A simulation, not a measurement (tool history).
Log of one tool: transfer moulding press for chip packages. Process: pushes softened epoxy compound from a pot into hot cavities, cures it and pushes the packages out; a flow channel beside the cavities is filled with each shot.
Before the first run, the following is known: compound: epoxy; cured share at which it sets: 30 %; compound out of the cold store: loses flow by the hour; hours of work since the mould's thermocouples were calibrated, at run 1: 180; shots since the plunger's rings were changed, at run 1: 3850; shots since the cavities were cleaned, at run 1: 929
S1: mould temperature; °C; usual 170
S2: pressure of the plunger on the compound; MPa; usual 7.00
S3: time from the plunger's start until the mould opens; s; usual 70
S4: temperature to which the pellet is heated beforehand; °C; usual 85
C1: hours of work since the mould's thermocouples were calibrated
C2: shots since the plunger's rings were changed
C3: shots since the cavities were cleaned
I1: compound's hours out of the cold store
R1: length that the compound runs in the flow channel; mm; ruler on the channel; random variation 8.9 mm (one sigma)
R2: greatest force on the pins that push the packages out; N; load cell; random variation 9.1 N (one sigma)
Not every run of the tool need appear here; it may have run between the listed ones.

{"run": 1, "day": 0.0, "S1": 170, "S2": 7.0, "S3": 70, "S4": 85, "C1": 180, "C2": 3850, "C3": 929, "I1": 33.6, "R1": 925, "R2": 401}
{"day": 0.729, "done": "cavities cleaned with cleaning compound and waxed"}
{"run": 2, "day": 1.692, "S1": 170, "S2": 7.0, "S3": 70, "S4": 85, "C1": 202, "C2": 4340, "C3": 289, "I1": 45.8, "R1": 892, "R2": 381}
{"run": 3, "day": 2.946, "S1": 170, "S2": 7.0, "S3": 70, "S4": 85, "C1": 218, "C2": 4717, "C3": 666, "I1": 46.0, "R1": 895, "R2": 386}
{"day": 3.929, "done": "plunger's sealing rings changed"}
{"day": 4.512, "done": "cavities cleaned with cleaning compound and waxed"}
{"run": 4, "day": 5.317, "S1": 170, "S2": 7.0, "S3": 70, "S4": 85, "C1": 247, "C2": 399, "C3": 242, "I1": 9.4, "R1": 1043, "R2": 420}
{"run": 5, "day": 6.921, "S1": 170, "S2": 7.0, "S3": 70, "S4": 85, "C1": 269, "C2": 883, "C3": 726, "I1": 25.8, "R1": 989, "R2": 412}
{"day": 8.312, "done": "cavities cleaned with cleaning compound and waxed"}
{"run": 6, "day": 8.667, "S1": 170, "S2": 7.0, "S3": 70, "S4": 85, "C1": 291, "C2": 1389, "C3": 107, "I1": 35.3, "R1": 938, "R2": 391}
{"run": 7, "day": 10.079, "S1": 170, "S2": 7.0, "S3": 70, "S4": 85, "C1": 309, "C2": 1814, "C3": 532, "I1": 17.9, "R1": 1001, "R2": 409}
{"run": 8, "day": 11.333, "S1": 170, "S2": 7.0, "S3": 70, "S4": 85, "C1": 326, "C2": 2191, "C3": 909, "I1": 32.9, "R1": 951, "R2": 392}
{"day": 12.038, "done": "cavities cleaned with cleaning compound and waxed"}
{"run": 9, "day": 13.583, "S1": 170, "S2": 7.0, "S3": 70, "S4": 85, "C1": 355, "C2": 2850, "C3": 466, "I1": 18.3, "R1": 993, "R2": 411}
{"day": 15.708, "done": "cavities cleaned with cleaning compound and waxed"}
{"run": 10, "day": 15.908, "S1": 170, "S2": 7.0, "S3": 70, "S4": 85, "C1": 385, "C2": 3531, "C3": 60, "I1": 29.8, "R1": 955, "R2": 403}
{"run": 11, "day": 17.058, "S1": 170, "S2": 7.0, "S3": 70, "S4": 85, "C1": 400, "C2": 3877, "C3": 406, "I1": 47.1, "R1": 893, "R2": 398}
{"run": 12, "day": 19.046, "S1": 170, "S2": 7.0, "S3": 70, "S4": 76, "C1": 426, "C2": 4475, "C3": 1004, "I1": 20.7, "R1": 1000, "R2": 415}
{"day": 19.517, "done": "cavities cleaned with cleaning compound and waxed"}
{"day": 19.808, "done": "mould's thermocouples calibrated"}
{"day": 21.033, "done": "plunger's sealing rings changed"}
{"run": 13, "day": 21.533, "S1": 170, "S2": 7.0, "S3": 70, "S4": 76, "C1": 21, "C2": 151, "C3": 552, "I1": 45.1, "R1": 897, "R2": 408}
{"run": 14, "day": 22.812, "S1": 170, "S2": 7.0, "S3": 70, "S4": 94, "C1": 38, "C2": 535, "C3": 936, "I1": 14.3, "R1": 1015, "R2": 426}
{"day": 23.367, "done": "cavities cleaned with cleaning compound and waxed"}
{"run": 15, "day": 25.375, "S1": 165, "S2": 7.0, "S3": 70, "S4": 94, "C1": 71, "C2": 1287, "C3": 604, "I1": 43.0, "R1": 920, "R2": 478}
{"day": 27.083, "done": "cavities cleaned with cleaning compound and waxed"}
{"run": 16, "day": 27.962, "S1": 167, "S2": 7.0, "S3": 70, "S4": 94, "C1": 104, "C2": 2048, "C3": 265, "I1": 19.4, "R1": 1012, "R2": 458}
{"run": 17, "day": 30.475, "S1": 167, "S2": 6.85, "S3": 70, "S4": 90, "C1": 138, "C2": 2804, "C3": 1021, "I1": 12.5, "R1": 1034, "R2": 477}
{"day": 30.75, "done": "cavities cleaned with cleaning compound and waxed"}
{"run": 18, "day": 32.921, "S1": 167, "S2": 5.78, "S3": 103, "S4": 90, "C1": 169, "C2": 3522, "C3": 655, "I1": 25.4, "R1": 897, "R2": 343}
{"day": 34.583, "done": "cavities cleaned with cleaning compound and waxed"}
{"run": 19, "day": 34.621, "S1": 167, "S2": 7.0, "S3": 95, "S4": 81, "C1": 191, "C2": 4014, "C3": 11, "I1": 13.7, "R1": 1039, "R2": 365}
{"run": 20, "day": 36.358, "S1": 167, "S2": 7.0, "S3": 95, "S4": 81, "C1": 213, "C2": 4537, "C3": 534, "I1": 47.2, "R1": 894, "R2": 354}
{"run": 21, "day": 37.542, "S1": 167, "S2": 7.0, "S3": 95, "S4": 81, "C1": 229, "C2": 4893, "C3": 890, "I1": 23.2, "R1": 980, "R2": 351}
{"day": 37.946, "done": "plunger's sealing rings changed"}
{"day": 38.408, "done": "cavities cleaned with cleaning compound and waxed"}
{"run": 22, "day": 39.254, "S1": 170, "S2": 7.0, "S3": 71, "S4": 85, "C1": 249, "C2": 375, "C3": 255, "I1": 47.2, "R1": 893, "R2": 403}
{"run": 23, "day": 40.762, "S1": 168, "S2": 6.85, "S3": 82, "S4": 81, "C1": 269, "C2": 829, "C3": 709, "I1": 24.8, "R1": 990, "R2": 367}
{"day": 42.046, "done": "cavities cleaned with cleaning compound and waxed"}
{"run": 24, "day": 43.325, "S1": 170, "S2": 5.36, "S3": 73, "S4": 85, "C1": 302, "C2": 1581, "C3": 385, "I1": 20.5, "R1": 879, "R2": 380}
{"run": 25, "day": 45.092, "S1": 170, "S2": 5.36, "S3": 73, "S4": 85, "C1": 326, "C2": 2114, "C3": 918, "I1": 33.8, "R1": 824, "R2": 382}
{"day": 45.671, "done": "cavities cleaned with cleaning compound and waxed"}
{"run": 26, "day": 46.804, "S1": 170, "S2": 7.0, "S3": 51, "S4": 82, "C1": 347, "C2": 2611, "C3": 342, "I1": 12.3, "R1": 1024, "R2": 768}

Run 27, settings as shown, results not yet in. Your forecast:
{"run": 27, "day": 48.283, "S1": 170, "S2": 7.0, "S3": 51, "S4": 82, "C1": 367, "C2": 3056, "C3": 787, "I1": 47.1, "R1": "?", "R2": "?"}

For run 27 the tool returned R1 873 mm, R2 672 N.
With no hidden state in the tool, this same run would have given R1 874 mm, R2 667 N.
